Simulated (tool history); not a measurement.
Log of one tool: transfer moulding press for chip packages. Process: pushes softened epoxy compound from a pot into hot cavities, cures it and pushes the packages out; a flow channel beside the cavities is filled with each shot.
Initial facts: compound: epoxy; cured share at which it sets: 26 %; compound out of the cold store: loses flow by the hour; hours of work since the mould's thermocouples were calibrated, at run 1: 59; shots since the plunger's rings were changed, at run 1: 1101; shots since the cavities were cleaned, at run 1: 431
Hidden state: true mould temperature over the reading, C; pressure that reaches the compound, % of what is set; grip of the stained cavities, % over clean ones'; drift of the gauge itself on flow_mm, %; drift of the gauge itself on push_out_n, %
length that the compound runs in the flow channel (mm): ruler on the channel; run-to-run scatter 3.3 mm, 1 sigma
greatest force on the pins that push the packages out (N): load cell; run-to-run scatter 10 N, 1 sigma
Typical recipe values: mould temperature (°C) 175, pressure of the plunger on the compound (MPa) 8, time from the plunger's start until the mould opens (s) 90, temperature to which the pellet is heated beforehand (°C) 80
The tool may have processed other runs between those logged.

run,hour,mould temperature (°C),pressure of the plunger on the compound (MPa),time from the plunger's start until the mould opens (s),temperature to which the pellet is heated beforehand (°C),hours of work since the mould's thermocouples were calibrated,shots since the plunger's rings were changed,shots since the cavities were cleaned,incoming compound's hours out of the cold store,length that the compound runs in the flow channel (mm),greatest force on the pins that push the packages out (N)
1,0,175,8,90,80,59,1101,431,34.7,779,791
# hour 3.7: cavities cleaned with cleaning compound and waxed
2,28.7,175,8,90,80,74,1406,280,33,788,767
3,43.4,175,8,90,80,82,1570,444,11.1,892,898
# hour 47.3: cavities cleaned with cleaning compound and waxed
4,56.3,175,8,90,80,88,1699,101,9,901,648
5,78,175,8,90,80,100,1942,344,44.7,732,820
# hour 89.9: cavities cleaned with cleaning compound and waxed
6,102.2,175,8,90,80,112,2197,138,8.7,898,665
7,119.6,175,8,90,80,122,2392,333,43.3,735,805
# hour 131.8: cavities cleaned with cleaning compound and waxed
8,143,175,8,90,77,134,2638,126,13.5,871,659
9,167,175,8,90,77,147,2907,395,20.3,834,838
# hour 173.9: cavities cleaned with cleaning compound and waxed
10,188.5,175,8,90,80,158,3131,164,36.8,754,659
11,203.8,175,8,90,80,166,3302,335,27.8,792,788
# hour 216.6: cavities cleaned with cleaning compound and waxed
# hour 222.5: plunger's sealing rings changed
12,233.5,175,8,90,80,180,123,161,46.3,734,667
13,253,175,8,90,80,191,342,380,38,770,809
# hour 261.6: cavities cleaned with cleaning compound and waxed
14,270.1,175,8,90,80,199,516,95,10.9,905,642
15,296,175,8,105,80,214,807,386,18.2,856,734
# hour 303.1: cavities cleaned with cleaning compound and waxed
16,321.5,169,9.87,86,71,227,1076,207,29.7,930,1111
17,334.1,168,9.87,73,77,234,1217,348,37.2,882,1823
# hour 346.4: cavities cleaned with cleaning compound and waxed
18,352.2,168,9.87,73,77,243,1404,65,41.3,857,1367
19,365.6,175,8.73,90,80,250,1553,214,12,927,749
20,383.5,175,8.73,90,80,260,1755,416,9,950,856
# hour 388.1: cavities cleaned with cleaning compound and waxed
21,402.8,175,9.05,129,80,269,1954,164,10.9,945,585
# hour 430.2: cavities cleaned with cleaning compound and waxed
22,431.8,175,9.05,129,80,284,2263,18,41.8,786,446
23,456.8,176,9.05,129,88,298,2543,298,45.6,759,685
24,469.4,176,9.05,124,87,305,2685,440,8.2,946,745
# hour 472.8: cavities cleaned with cleaning compound and waxed
25,488.5,176,9.05,124,87,315,2882,177,20.5,881,584
# hour 514.3: cavities cleaned with cleaning compound and waxed
26,517,177,8.24,113,84,329,3184,29,33.5,768,486
27,533.4,176,8.71,130,70,338,3369,214,25.6,839,643

Here are 4 independent what-if runs from the current tool condition. What would each one return?
# hour 545: plunger's sealing rings changed
# hour 558.5: cavities cleaned with cleaning compound and waxed
A,558.5,175,6.92,90,78,350,134,0,38.1,?,?
# hour 545: plunger's sealing rings changed
# hour 558.5: cavities cleaned with cleaning compound and waxed
B,558.5,180,8.71,130,70,350,134,0,46.4,?,?
# hour 545: plunger's sealing rings changed
# hour 558.5: cavities cleaned with cleaning compound and waxed
C,558.5,175,8,82,80,350,134,0,40.1,?,?
# hour 545: plunger's sealing rings changed
# hour 558.5: cavities cleaned with cleaning compound and waxed
D,558.5,182,6.68,70,80,350,134,0,25.4,?,?

run,length that the compound runs in the flow channel (mm),greatest force on the pins that push the packages out (N)
A,722,499
B,756,446
C,766,569
D,741,509
What these runs would have given with no unlogged condition in the tool:
run,length that the compound runs in the flow channel (mm),greatest force on the pins that push the packages out (N)
A,722,478
B,756,435
C,765,542
D,741,488
